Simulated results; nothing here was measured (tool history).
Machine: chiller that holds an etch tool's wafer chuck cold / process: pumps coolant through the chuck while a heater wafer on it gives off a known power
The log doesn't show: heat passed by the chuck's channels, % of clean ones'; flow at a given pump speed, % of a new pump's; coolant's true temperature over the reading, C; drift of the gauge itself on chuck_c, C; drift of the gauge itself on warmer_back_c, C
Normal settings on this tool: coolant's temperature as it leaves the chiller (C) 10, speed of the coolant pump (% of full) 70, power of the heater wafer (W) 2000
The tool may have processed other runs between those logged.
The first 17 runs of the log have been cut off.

| run | hour | coolant's temperature as it leaves the chiller (C) | speed of the coolant pump (% of full) | power of the heater wafer (W) | hours since the coolant was changed and the channels were flushed | hours since the pump was overhauled | hours since the chiller's thermometer was calibrated | chuck's temperature once it has settled (C) | how much warmer the coolant comes back (C) |
|---|---|---|---|---|---|---|---|---|---|
| 18 | 573.6 | 5 | 63 | 2538 | 4296 | 1683 | 1122 | 28.7 | 11.36 |
| 19 | 594.4 | 1 | 70 | 1511 | 4317 | 1704 | 1143 | 14.1 | 5.91 |
| 20 | 639.1 | 17 | 66 | 1186 | 4362 | 1748 | 1187 | 27.7 | 4.92 |
| 21 | 684.0 | 17 | 66 | 1186 | 4407 | 1793 | 1232 | 27.5 | 4.91 |
| 22 | 732.5 | 4 | 70 | 1285 | 4455 | 1842 | 1281 | 15.1 | 4.95 |
| 23 | 767.5 | 4 | 70 | 1285 | 4490 | 1877 | 1316 | 15.2 | 4.94 |
| 24 | 791.6 | 4 | 81 | 1510 | 4514 | 1901 | 1340 | 15.8 | 4.99 |
| 25 | 828.8 | 4 | 81 | 1510 | 4551 | 1938 | 1377 | 15.9 | 4.97 |
| 26 | 864.8 | 4 | 81 | 1659 | 4587 | 1974 | 1413 | 16.9 | 5.46 |
| 27 | 896.1 | 4 | 81 | 1659 | 4619 | 2005 | 1444 | 16.9 | 5.46 |
| 28 | 920.8 | 7 | 70 | 2746 | 4643 | 2030 | 1469 | 30.9 | 10.78 |
| 29 | 943.4 | 7 | 70 | 2746 | 4666 | 2053 | 1492 | 30.7 | 10.79 |
| 30 | 987.6 | 10 | 66 | 2000 | 4710 | 2097 | 1536 | 28.1 | 8.40 |

Run 31 is up next; what results do you expect?
| 31 | 1032.1 | 11 | 93 | 1051 | 4755 | 2141 | 1580 | ? | ? |

Run 31 came out at chuck's temperature once it has settled (C) 18.4, how much warmer the coolant comes back (C) 2.79.
Without the tool's hidden state the same run would have given chuck's temperature once it has settled (C) 18.4, how much warmer the coolant comes back (C) 3.09.
